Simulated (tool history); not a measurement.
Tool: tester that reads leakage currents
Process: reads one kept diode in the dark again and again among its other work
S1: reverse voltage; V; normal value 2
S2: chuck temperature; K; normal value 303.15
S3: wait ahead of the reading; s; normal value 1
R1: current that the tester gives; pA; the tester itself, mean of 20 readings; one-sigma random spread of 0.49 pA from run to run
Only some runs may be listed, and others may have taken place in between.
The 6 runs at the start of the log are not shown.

run    hour     S1      S2    S3       R1
  7   436.2      2  303.15     1   162.24
  8   527.7      2  303.15  3.45   161.46
  9   598.6      2  311.15  3.45    327.7
      679.1  -- probe card cleaned and baked
 10   690.8      2  311.15  3.45   327.67
 11   739.5      2  311.15  3.45   327.65
 12   845.5      2  311.15  3.45   326.14
 13   896.7      2  311.15  3.45   326.02
 14   971.4      2  311.15  3.45   325.06
     1000.6  -- probe card cleaned and baked, once more
 15  1077.6      2  311.15  3.45   315.88
 16  1137.6      2  311.15  3.45   316.53
 17  1188.6   2.14  303.15     1   157.37
 18  1264.1   2.14  303.15     1   156.37
 19  1318.2   2.14  303.15     1   155.46
 20  1396.4  14.26  303.15  1.26   358.22
 21  1461.4  14.26  303.15  1.26   359.14
 22  1542.9  13.63  303.15  2.47   349.31
 23  1643.8  16.53  324.15  6.57  2363.65
 24    1710  11.42  306.15  3.19   425.23

Predict the results of run 25:
 25  1798.3  1.97  322.15   1   ?

Run 25 gave R1 788.75 pA.
If the tool had no hidden condition, the same run with the same run-to-run variation would have returned R1 856.85 pA.
